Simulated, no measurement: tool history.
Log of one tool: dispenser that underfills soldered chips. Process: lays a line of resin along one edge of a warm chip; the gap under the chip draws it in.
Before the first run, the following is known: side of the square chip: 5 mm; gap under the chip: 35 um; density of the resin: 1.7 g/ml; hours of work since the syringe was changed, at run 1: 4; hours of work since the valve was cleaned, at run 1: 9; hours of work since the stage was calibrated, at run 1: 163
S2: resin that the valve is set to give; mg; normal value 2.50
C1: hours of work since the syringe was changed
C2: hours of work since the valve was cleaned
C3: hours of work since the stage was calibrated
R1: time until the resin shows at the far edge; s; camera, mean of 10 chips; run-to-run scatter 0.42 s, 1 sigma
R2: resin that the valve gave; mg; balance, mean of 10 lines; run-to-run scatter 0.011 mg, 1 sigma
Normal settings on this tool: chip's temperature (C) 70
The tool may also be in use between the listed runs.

run 1 day=0.000 | chip's_temperature_(C)=70 S2=2.50 | C1=4 C2=9 C3=163 | R1=40.3 R2=2.50
-- day=0.179 new syringe of resin
run 2 day=0.179 | chip's_temperature_(C)=70 S2=2.50 | C1=0 C2=12 C3=166 | R1=31.1 R2=2.48
run 3 day=0.533 | chip's_temperature_(C)=70 S2=2.50 | C1=6 C2=19 C3=173 | R1=43.4 R2=2.47
-- day=0.583 new syringe of resin
run 4 day=0.829 | chip's_temperature_(C)=70 S2=2.50 | C1=4 C2=24 C3=178 | R1=40.0 R2=2.46
-- day=0.992 new syringe of resin
run 5 day=1.217 | chip's_temperature_(C)=70 S2=2.50 | C1=4 C2=31 C3=185 | R1=38.7 R2=2.45
-- day=1.396 new syringe of resin
run 6 day=1.412 | chip's_temperature_(C)=70 S2=2.50 | C1=0 C2=34 C3=188 | R1=32.6 R2=2.48
run 7 day=1.721 | chip's_temperature_(C)=70 S2=2.50 | C1=6 C2=40 C3=194 | R1=43.4 R2=2.46
-- day=1.804 new syringe of resin
run 8 day=1.962 | chip's_temperature_(C)=70 S2=2.50 | C1=3 C2=44 C3=198 | R1=36.7 R2=2.44
-- day=2.204 new syringe of resin
run 9 day=2.304 | chip's_temperature_(C)=71 S2=2.50 | C1=2 C2=50 C3=204 | R1=32.5 R2=2.39
-- day=2.600 new syringe of resin
-- day=2.667 dispensing valve cleaned and set on the balance
run 10 day=2.667 | chip's_temperature_(C)=58 S2=2.98 | C1=0 C2=0 C3=209 | R1=56.2 R2=2.98
run 11 day=2.904 | chip's_temperature_(C)=78 S2=2.19 | C1=5 C2=4 C3=214 | R1=28.9 R2=2.19
-- day=3.042 new syringe of resin
run 12 day=3.217 | chip's_temperature_(C)=76 S2=2.35 | C1=3 C2=10 C3=219 | R1=28.8 R2=2.33
-- day=3.433 new syringe of resin
run 13 day=3.512 | chip's_temperature_(C)=76 S2=2.35 | C1=1 C2=15 C3=224 | R1=26.7 R2=2.35
run 14 day=3.792 | chip's_temperature_(C)=64 S2=3.12 | C1=6 C2=20 C3=229 | R1=58.9 R2=3.09
-- day=3.825 new syringe of resin
run 15 day=4.188 | chip's_temperature_(C)=79 S2=2.14 | C1=7 C2=27 C3=236 | R1=30.5 R2=2.11
-- day=4.238 new syringe of resin
run 16 day=4.408 | chip's_temperature_(C)=66 S2=2.66 | C1=3 C2=31 C3=240 | R1=46.1 R2=2.60
-- day=4.638 new syringe of resin
run 17 day=4.667 | chip's_temperature_(C)=80 S2=2.23 | C1=0 C2=35 C3=244 | R1=20.8 R2=2.18
run 18 day=4.883 | chip's_temperature_(C)=61 S2=2.50 | C1=4 C2=39 C3=248 | R1=62.0 R2=2.44

For each run, the measured value with the value that run would have given without the tool's hidden condition subtracted. The run-to-run variation is shared by both, the gauge scatter possibly not:
Hidden state at play: resin's viscosity, % of fresh resin's; dose that the valve gives, % of what is set; true chip temperature over the reading, C; drift of the gauge itself on fill_s, %; drift of the gauge itself on given_mg, %.
run=1 R1=+9.3 R2=-0.01
run=2 R1=+1.4 R2=-0.02
run=3 R1=+13.9 R2=-0.03
run=4 R1=+9.9 R2=-0.03
run=5 R1=+9.2 R2=-0.04
run=6 R1=+2.3 R2=-0.05
run=7 R1=+13.5 R2=-0.06
run=8 R1=+6.9 R2=-0.06
run=9 R1=+4.7 R2=-0.07
run=10 R1=+4.0 R2=+0.00
run=11 R1=+7.2 R2=+0.00
run=12 R1=+5.7 R2=-0.01
run=13 R1=+3.5 R2=-0.02
run=14 R1=+20.0 R2=-0.04
run=15 R1=+10.4 R2=-0.03
run=16 R1=+9.7 R2=-0.05
run=17 R1=+1.7 R2=-0.05
run=18 R1=+16.0 R2=-0.06
